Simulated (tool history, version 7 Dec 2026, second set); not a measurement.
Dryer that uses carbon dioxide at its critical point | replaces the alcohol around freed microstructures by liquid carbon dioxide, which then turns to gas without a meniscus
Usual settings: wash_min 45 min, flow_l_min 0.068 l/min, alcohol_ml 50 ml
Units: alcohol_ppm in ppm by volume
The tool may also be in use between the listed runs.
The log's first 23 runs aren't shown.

Run 24, hour 264.2: usual settings but wash_min 64 min, alcohol_ml 114 ml. Result: alcohol_ppm 186 ppm by volume.
Run 25, hour 280.7: usual settings but wash_min 64 min, alcohol_ml 114 ml. Result: alcohol_ppm 193 ppm by volume.
Run 26, hour 293.4: usual settings but wash_min 64 min, alcohol_ml 114 ml. Result: alcohol_ppm 183 ppm by volume.
Run 27, hour 300.8: usual settings but wash_min 64 min, alcohol_ml 114 ml. Result: alcohol_ppm 195 ppm by volume.
Run 28, hour 308.5: usual settings but wash_min 64 min, alcohol_ml 114 ml. Result: alcohol_ppm 194 ppm by volume.
Run 29, hour 321.4: usual settings but wash_min 64 min, flow_l_min 0.0755 l/min, alcohol_ml 31 ml. Result: alcohol_ppm 79 ppm by volume.
Run 30, hour 332.3: usual settings but wash_min 44 min, flow_l_min 0.0755 l/min, alcohol_ml 31 ml. Result: alcohol_ppm 283 ppm by volume.
Run 31, hour 346.2: usual settings but flow_l_min 0.0465 l/min. Result: alcohol_ppm 3093 ppm by volume.
Run 32, hour 358.2: usual settings but flow_l_min 0.0465 l/min. Result: alcohol_ppm 3171 ppm by volume.
Run 33, hour 372.5: usual settings but wash_min 27 min, flow_l_min 0.1022 l/min, alcohol_ml 104 ml. Result: alcohol_ppm 1799 ppm by volume.
Run 34, hour 387: usual settings but wash_min 42 min, flow_l_min 0.094 l/min, alcohol_ml 104 ml. Result: alcohol_ppm 325 ppm by volume.
Run 35, hour 396.9: usual settings but wash_min 42 min, flow_l_min 0.094 l/min, alcohol_ml 104 ml. Result: alcohol_ppm 318 ppm by volume.
Run 36, hour 408.4: usual settings but wash_min 28 min, flow_l_min 0.094 l/min, alcohol_ml 120 ml. Result: alcohol_ppm 2828 ppm by volume.

5 ways to go on from here, each from the tool as it stands after run 36. What would each give?
Run A, hour 424.1: usual settings but wash_min 27 min, flow_l_min 0.0581 l/min, alcohol_ml 47 ml. Result: alcohol_ppm ?.
Run B, hour 424.1: usual settings but flow_l_min 0.0522 l/min, alcohol_ml 116 ml. Result: alcohol_ppm ?.
Run C, hour 424.1: usual settings but wash_min 28 min, flow_l_min 0.0612 l/min, alcohol_ml 120 ml. Result: alcohol_ppm ?.
Run D, hour 424.1: usual settings but wash_min 36 min, flow_l_min 0.0601 l/min, alcohol_ml 105 ml. Result: alcohol_ppm ?.
Run E, hour 424.1: usual settings but flow_l_min 0.0643 l/min. Result: alcohol_ppm ?.

run  alcohol_ppm
  A         7211
  B         4975
  C        13868
  D         6014
  E          901
Without the tool's hidden state the same runs would have given:
run  alcohol_ppm
  A         6107
  B         3886
  C        11625
  D         4788
  E          624
